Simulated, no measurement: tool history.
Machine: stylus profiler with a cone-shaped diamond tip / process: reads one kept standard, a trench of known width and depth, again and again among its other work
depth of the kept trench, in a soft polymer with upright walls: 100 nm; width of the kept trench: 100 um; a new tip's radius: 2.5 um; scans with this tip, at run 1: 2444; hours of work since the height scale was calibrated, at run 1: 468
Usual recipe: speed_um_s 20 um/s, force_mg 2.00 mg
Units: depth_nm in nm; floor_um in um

| run | hour | speed_um_s | force_mg | scans with this tip | hours of work since the height scale was calibrated | depth_nm | floor_um |
|---|---|---|---|---|---|---|---|
| 1 | 0.0 | 20 | 2.00 | 2444 | 468 | 100.88 | 98.54 |
| 2 | 79.6 | 20 | 2.00 | 2690 | 515 | 100.82 | 98.55 |
| 3 | 114.2 | 20 | 2.00 | 2797 | 536 | 100.84 | 98.59 |
| 4 | 168.2 | 20 | 2.00 | 2964 | 568 | 100.79 | 98.59 |
| 5 | 248.4 | 20 | 2.00 | 3212 | 616 | 100.89 | 98.57 |
| 6 | 309.1 | 56 | 2.00 | 3400 | 652 | 100.86 | 98.49 |
| 7 | 352.5 | 56 | 2.00 | 3535 | 677 | 100.85 | 98.49 |
| 8 | 427.4 | 56 | 2.00 | 3766 | 722 | 100.93 | 98.48 |
| 9 | 492.3 | 52 | 2.00 | 3967 | 760 | 100.86 | 98.45 |
| 10 | 553.0 | 52 | 2.00 | 4155 | 796 | 100.95 | 98.50 |
| 11 | 609.3 | 52 | 2.00 | 4329 | 830 | 100.89 | 98.48 |
| 12 | 652.1 | 20 | 2.00 | 4462 | 855 | 100.87 | 98.56 |
| 13 | 733.9 | 6 | 2.00 | 4715 | 904 | 100.85 | 98.57 |
| 14 | 803.9 | 6 | 2.00 | 4932 | 945 | 100.84 | 98.55 |
| 15 | 859.7 | 20 | 2.00 | 5104 | 978 | 100.87 | 98.58 |
| 16 | 898.6 | 77 | 2.00 | 5225 | 1001 | 100.84 | 98.39 |
| 17 | 932.3 | 20 | 0.70 | 5329 | 1021 | 100.48 | 98.55 |
| 18 | 987.4 | 20 | 0.70 | 5500 | 1054 | 100.46 | 98.47 |
| 19 | 1020.8 | 20 | 1.28 | 5603 | 1074 | 100.58 | 98.53 |
| 20 | 1061.1 | 20 | 2.00 | 5727 | 1098 | 100.89 | 98.54 |
| 21 | 1112.7 | 20 | 2.00 | 5887 | 1128 | 100.86 | 98.52 |
| 22 | 1156.6 | 20 | 2.00 | 6023 | 1154 | 100.84 | 98.50 |
| 23 | 1208.3 | 20 | 2.00 | 6183 | 1185 | 100.80 | 98.57 |
| 24 | 1287.7 | 20 | 2.00 | 6429 | 1232 | 100.88 | 98.57 |
| 25 | 1333.8 | 20 | 2.00 | 6571 | 1259 | 100.92 | 98.56 |
| 26 | 1406.3 | 27 | 2.80 | 6796 | 1302 | 101.05 | 98.55 |
|  | 1432.0 | height scale calibrated on a step standard |
| 27 | 1466.4 | 27 | 2.80 | 6980 | 20 | 101.09 | 98.60 |
| 28 | 1509.5 | 53 | 2.42 | 7114 | 46 | 100.99 | 98.49 |
| 29 | 1556.4 | 31 | 1.03 | 7259 | 74 | 100.54 | 98.49 |
| 30 | 1604.2 | 20 | 1.12 | 7407 | 102 | 100.61 | 98.50 |
| 31 | 1671.1 | 20 | 5.44 | 7614 | 142 | 101.68 | 98.53 |
| 32 | 1740.5 | 16 | 0.87 | 7828 | 183 | 100.48 | 98.55 |
| 33 | 1819.3 | 16 | 0.87 | 8073 | 230 | 100.50 | 98.53 |
| 34 | 1856.4 | 16 | 0.87 | 8187 | 252 | 100.47 | 98.58 |
| 35 | 1894.2 | 31 | 1.62 | 8304 | 274 | 100.77 | 98.56 |
| 36 | 1935.7 | 28 | 5.21 | 8433 | 299 | 101.62 | 98.53 |
| 37 | 1972.6 | 20 | 3.62 | 8547 | 321 | 101.28 | 98.53 |
| 38 | 2016.6 | 20 | 3.62 | 8683 | 347 | 101.27 | 98.51 |
| 39 | 2073.8 | 5 | 1.29 | 8860 | 381 | 100.66 | 98.51 |
| 40 | 2135.6 | 29 | 3.34 | 9051 | 417 | 101.21 | 98.51 |
| 41 | 2210.3 | 29 | 3.34 | 9283 | 462 | 101.19 | 98.58 |
| 42 | 2267.9 | 69 | 1.83 | 9461 | 496 | 100.79 | 98.48 |
| 43 | 2335.0 | 32 | 2.84 | 9668 | 536 | 101.13 | 98.60 |
| 44 | 2376.9 | 32 | 2.84 | 9798 | 560 | 101.07 | 98.53 |
| 45 | 2443.6 | 7 | 2.82 | 10005 | 600 | 101.05 | 98.56 |
| 46 | 2504.8 | 44 | 2.00 | 10194 | 636 | 100.85 | 98.45 |
| 47 | 2567.3 | 20 | 2.40 | 10387 | 673 | 101.00 | 98.52 |

Describe how what the log doesn't record of the tool's condition differs between the last listed run preceding each entry between runs and the first listed run following it.
Runs 26 to 27: height scale calibrated on a step standard (hour 1432.0)
  height scale over the true one, %: 0.008 -> 0
